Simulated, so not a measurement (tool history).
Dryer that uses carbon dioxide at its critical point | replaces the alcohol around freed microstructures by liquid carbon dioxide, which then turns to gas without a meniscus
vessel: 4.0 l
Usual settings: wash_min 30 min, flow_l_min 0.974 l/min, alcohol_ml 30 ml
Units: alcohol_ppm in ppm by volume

run,day,wash_min,flow_l_min,alcohol_ml,alcohol_ppm
1,0.000,30,0.974,30,59
2,0.779,30,0.974,30,64
# day 1.362: inlet filter changed
3,2.154,30,0.974,30,36
4,3.162,30,0.974,77,78
5,4.196,41,0.974,30,13
6,5.375,41,0.974,30,19
7,6.046,30,0.974,30,51
8,7.308,20,0.974,30,201
9,8.608,20,0.974,30,206
10,9.221,46,0.974,30,21
11,10.221,46,0.974,30,25
12,11.088,46,0.974,30,36
13,12.071,44,0.974,21,27
14,12.954,21,0.851,103,961
15,13.900,27,1.636,53,28
16,14.533,27,1.636,53,39
17,15.108,27,1.446,25,37
18,15.788,21,1.460,118,150
19,17.092,21,1.460,118,145
20,17.846,21,1.460,118,163
21,18.875,21,1.460,43,80
22,19.808,27,0.807,22,148
23,20.767,30,1.636,30,39
24,21.646,30,1.636,30,49

Forecast each of these 3 alternatives for the next run:
# day 21.950: inlet filter changed
A,22.592,30,1.385,27,?
# day 21.950: inlet filter changed
B,22.592,42,1.636,30,?
# day 21.950: inlet filter changed
C,22.592,36,0.945,29,?

run,alcohol_ppm
A,52
B,37
C,57
Without the tool's hidden state the same runs would have given:
run,alcohol_ppm
A,16
B,2
C,20

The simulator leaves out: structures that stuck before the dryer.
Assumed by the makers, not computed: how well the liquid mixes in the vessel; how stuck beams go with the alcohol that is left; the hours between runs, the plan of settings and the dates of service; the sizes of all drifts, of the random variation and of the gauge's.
